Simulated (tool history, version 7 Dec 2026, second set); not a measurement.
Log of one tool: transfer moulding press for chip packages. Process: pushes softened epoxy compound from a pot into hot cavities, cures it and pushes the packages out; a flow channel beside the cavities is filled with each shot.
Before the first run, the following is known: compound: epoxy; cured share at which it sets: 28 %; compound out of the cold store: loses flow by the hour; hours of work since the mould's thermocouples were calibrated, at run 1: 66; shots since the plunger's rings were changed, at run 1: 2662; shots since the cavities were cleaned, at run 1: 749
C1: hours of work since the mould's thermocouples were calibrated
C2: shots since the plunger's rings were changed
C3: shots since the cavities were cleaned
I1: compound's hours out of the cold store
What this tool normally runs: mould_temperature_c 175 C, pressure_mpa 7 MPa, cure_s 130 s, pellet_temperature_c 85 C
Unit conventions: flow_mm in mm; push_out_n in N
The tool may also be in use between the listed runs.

Run 1, day 0: usual settings; C1 66; C2 2662; C3 749; I1 24. Result: flow_mm 860 mm, push_out_n 799 N.
Run 2, day 0.346: usual settings; C1 71; C2 2728; C3 815; I1 12.6. Result: flow_mm 899 mm, push_out_n 816 N.
Run 3, day 0.558: usual settings but mould_temperature_c 168 C; C1 74; C2 2768; C3 855; I1 17.3. Result: flow_mm 906 mm, push_out_n 1287 N.
Run 4, day 0.758: usual settings but mould_temperature_c 168 C; C1 76; C2 2805; C3 892; I1 23. Result: flow_mm 881 mm, push_out_n 1295 N.
Run 5, day 1.017: usual settings but mould_temperature_c 168 C; C1 80; C2 2854; C3 941; I1 23. Result: flow_mm 878 mm, push_out_n 1281 N.
At day 1.292: cavities cleaned with cleaning compound and waxed.
Run 6, day 1.525: usual settings but cure_s 148 s; C1 86; C2 2938; C3 44; I1 25.1. Result: flow_mm 855 mm, push_out_n 486 N.
Run 7, day 1.821: usual settings but cure_s 148 s; C1 90; C2 2993; C3 99; I1 14.7. Result: flow_mm 884 mm, push_out_n 510 N.
Run 8, day 2.279: usual settings but cure_s 148 s; C1 96; C2 3080; C3 186; I1 15. Result: flow_mm 893 mm, push_out_n 593 N.
Run 9, day 2.621: usual settings but mould_temperature_c 182 C; C1 101; C2 3145; C3 251; I1 29.2. Result: flow_mm 827 mm, push_out_n 565 N.
Run 10, day 2.938: usual settings but mould_temperature_c 182 C; C1 105; C2 3204; C3 310; I1 8. Result: flow_mm 890 mm, push_out_n 569 N.
Run 11, day 3.371: usual settings but mould_temperature_c 182 C; C1 111; C2 3286; C3 392; I1 21.5. Result: flow_mm 841 mm, push_out_n 622 N.
Run 12, day 3.779: usual settings but mould_temperature_c 182 C; C1 116; C2 3362; C3 468; I1 26.5. Result: flow_mm 824 mm, push_out_n 649 N.
Run 13, day 4.05: usual settings but mould_temperature_c 182 C; C1 120; C2 3414; C3 520; I1 36.2. Result: flow_mm 793 mm, push_out_n 641 N.
Run 14, day 4.254: usual settings but cure_s 161 s; C1 123; C2 3452; C3 558; I1 47.2. Result: flow_mm 773 mm, push_out_n 677 N.
Run 15, day 4.488: usual settings but cure_s 121 s; C1 126; C2 3496; C3 602; I1 30.8. Result: flow_mm 834 mm, push_out_n 855 N.
Run 16, day 4.9: usual settings but pressure_mpa 8.07 MPa, cure_s 121 s; C1 132; C2 3574; C3 680; I1 31. Result: flow_mm 898 mm, push_out_n 891 N.
Run 17, day 5.104: usual settings; C1 134; C2 3612; C3 718; I1 17.7. Result: flow_mm 874 mm, push_out_n 818 N.
Run 18, day 5.308: usual settings but pellet_temperature_c 91 C; C1 137; C2 3651; C3 757; I1 36.6. Result: flow_mm 810 mm, push_out_n 822 N.
Run 19, day 5.638: usual settings but pellet_temperature_c 91 C; C1 142; C2 3712; C3 818; I1 36. Result: flow_mm 811 mm, push_out_n 819 N.
Run 20, day 6.121: usual settings but mould_temperature_c 176 C, pellet_temperature_c 76 C; C1 148; C2 3804; C3 910; I1 22.1. Result: flow_mm 853 mm, push_out_n 825 N.
Run 21, day 6.429: usual settings but mould_temperature_c 176 C, pellet_temperature_c 76 C; C1 152; C2 3862; C3 968; I1 21.7. Result: flow_mm 857 mm, push_out_n 824 N.
At day 6.583: cavities cleaned with cleaning compound and waxed.
Run 22, day 6.825: usual settings but mould_temperature_c 174 C, pressure_mpa 5.74 MPa, cure_s 138 s, pellet_temperature_c 81 C; C1 157; C2 3924; C3 45; I1 31.5. Result: flow_mm 740 mm, push_out_n 506 N.
Run 23, day 7.167: usual settings but pressure_mpa 5.87 MPa, cure_s 159 s; C1 161; C2 3989; C3 110; I1 20.4. Result: flow_mm 787 mm, push_out_n 512 N.
Run 24, day 7.396: usual settings but pressure_mpa 5.87 MPa, cure_s 159 s; C1 165; C2 4032; C3 153; I1 40.2. Result: flow_mm 730 mm, push_out_n 539 N.
Run 25, day 7.604: usual settings but pressure_mpa 5.65 MPa, pellet_temperature_c 93 C; C1 167; C2 4071; C3 192; I1 47.6. Result: flow_mm 695 mm, push_out_n 599 N.
Run 26, day 7.892: usual settings but mould_temperature_c 174 C, pressure_mpa 6.93 MPa, cure_s 121 s, pellet_temperature_c 93 C; C1 171; C2 4126; C3 247; I1 33.5. Result: flow_mm 816 mm, push_out_n 784 N.
Run 27, day 8.142: usual settings but mould_temperature_c 174 C, pressure_mpa 5.32 MPa, cure_s 115 s, pellet_temperature_c 77 C; C1 175; C2 4172; C3 293; I1 26.1. Result: flow_mm 734 mm, push_out_n 897 N.

For run 28, what comes out?
Run 28, day 8.538: usual settings but pellet_temperature_c 80 C; C1 180; C2 4247; C3 368; I1 15.2. Result: flow_mm ?, push_out_n ?.

flow_mm: 882 mm
push_out_n: 738 N
If the tool had no hidden condition, the same run with the same run-to-run variation would have returned flow_mm 919 mm, push_out_n 513 N.
